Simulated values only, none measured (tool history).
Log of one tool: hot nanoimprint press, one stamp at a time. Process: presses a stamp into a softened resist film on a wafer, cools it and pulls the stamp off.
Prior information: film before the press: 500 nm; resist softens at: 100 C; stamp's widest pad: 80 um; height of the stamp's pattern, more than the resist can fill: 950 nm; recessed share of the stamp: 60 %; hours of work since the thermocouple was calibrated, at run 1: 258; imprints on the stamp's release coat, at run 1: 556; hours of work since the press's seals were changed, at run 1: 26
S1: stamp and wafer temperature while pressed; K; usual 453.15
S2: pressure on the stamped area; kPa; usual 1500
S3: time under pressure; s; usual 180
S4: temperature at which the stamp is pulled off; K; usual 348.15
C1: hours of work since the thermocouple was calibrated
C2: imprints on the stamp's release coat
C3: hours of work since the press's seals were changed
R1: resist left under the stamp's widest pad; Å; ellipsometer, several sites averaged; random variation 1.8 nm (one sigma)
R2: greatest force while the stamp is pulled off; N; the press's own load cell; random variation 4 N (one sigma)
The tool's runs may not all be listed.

{"run": 1, "hour": 0.0, "S1": 453.15, "S2": 1500, "S3": 180, "S4": 348.15, "C1": 258, "C2": 556, "C3": 26, "R1": 2779, "R2": 214}
{"run": 2, "hour": 9.5, "S1": 453.15, "S2": 1500, "S3": 180, "S4": 348.15, "C1": 262, "C2": 574, "C3": 31, "R1": 2784, "R2": 227}
{"run": 3, "hour": 20.6, "S1": 453.15, "S2": 1500, "S3": 180, "S4": 343.15, "C1": 267, "C2": 595, "C3": 36, "R1": 2748, "R2": 239}
{"run": 4, "hour": 25.9, "S1": 453.15, "S2": 1500, "S3": 180, "S4": 343.15, "C1": 270, "C2": 605, "C3": 38, "R1": 2736, "R2": 241}
{"run": 5, "hour": 32.7, "S1": 453.15, "S2": 1500, "S3": 180, "S4": 343.15, "C1": 273, "C2": 618, "C3": 41, "R1": 2767, "R2": 242}
{"run": 6, "hour": 40.7, "S1": 453.15, "S2": 1500, "S3": 180, "S4": 349.15, "C1": 277, "C2": 633, "C3": 45, "R1": 2745, "R2": 217}
{"run": 7, "hour": 46.2, "S1": 453.15, "S2": 1500, "S3": 180, "S4": 349.15, "C1": 279, "C2": 644, "C3": 48, "R1": 2763, "R2": 219}
{"run": 8, "hour": 56.5, "S1": 452.15, "S2": 1500, "S3": 180, "S4": 349.15, "C1": 284, "C2": 663, "C3": 52, "R1": 2832, "R2": 217}
{"run": 9, "hour": 62.3, "S1": 463.15, "S2": 1500, "S3": 180, "S4": 351.15, "C1": 286, "C2": 674, "C3": 55, "R1": 2089, "R2": 222}
{"run": 10, "hour": 70.1, "S1": 452.15, "S2": 1500, "S3": 232, "S4": 337.15, "C1": 290, "C2": 689, "C3": 59, "R1": 2602, "R2": 268}
{"run": 11, "hour": 75.0, "S1": 452.15, "S2": 1500, "S3": 232, "S4": 337.15, "C1": 292, "C2": 698, "C3": 61, "R1": 2593, "R2": 267}
{"run": 12, "hour": 80.3, "S1": 453.15, "S2": 1460, "S3": 180, "S4": 355.15, "C1": 295, "C2": 709, "C3": 63, "R1": 2800, "R2": 205}
{"hour": 92.9, "done": "stamp cleaned and given a new release coat"}
{"run": 13, "hour": 95.8, "S1": 453.15, "S2": 1460, "S3": 180, "S4": 355.15, "C1": 299, "C2": 6, "C3": 68, "R1": 2773, "R2": 174}
{"run": 14, "hour": 101.4, "S1": 442.15, "S2": 1370, "S3": 180, "S4": 341.15, "C1": 302, "C2": 16, "C3": 70, "R1": 3745, "R2": 219}

5 options for the next run, each taken on its own from the tool as it stands now. Forecast them:
{"run": "A", "hour": 109.9, "S1": 442.15, "S2": 1320, "S3": 298, "S4": 333.15, "C1": 306, "C2": 32, "C3": 74, "R1": "?", "R2": "?"}
{"run": "B", "hour": 109.9, "S1": 450.15, "S2": 1500, "S3": 241, "S4": 348.15, "C1": 306, "C2": 32, "C3": 74, "R1": "?", "R2": "?"}
{"run": "C", "hour": 109.9, "S1": 460.15, "S2": 1370, "S3": 333, "S4": 334.15, "C1": 306, "C2": 32, "C3": 74, "R1": "?", "R2": "?"}
{"run": "D", "hour": 109.9, "S1": 453.15, "S2": 1500, "S3": 180, "S4": 336.15, "C1": 306, "C2": 32, "C3": 74, "R1": "?", "R2": "?"}
{"run": "E", "hour": 109.9, "S1": 446.15, "S2": 960, "S3": 318, "S4": 341.15, "C1": 306, "C2": 32, "C3": 74, "R1": "?", "R2": "?"}

run=A R1=3363 R2=242
run=B R1=2693 R2=183
run=C R1=1889 R2=238
run=D R1=2769 R2=229
run=E R1=3354 R2=212
Take away the tool's hidden state, keep each run's random variation, and the runs would have read:
run=A R1=3453 R2=243
run=B R1=2772 R2=184
run=C R1=1946 R2=239
run=D R1=2845 R2=231
run=E R1=3441 R2=214

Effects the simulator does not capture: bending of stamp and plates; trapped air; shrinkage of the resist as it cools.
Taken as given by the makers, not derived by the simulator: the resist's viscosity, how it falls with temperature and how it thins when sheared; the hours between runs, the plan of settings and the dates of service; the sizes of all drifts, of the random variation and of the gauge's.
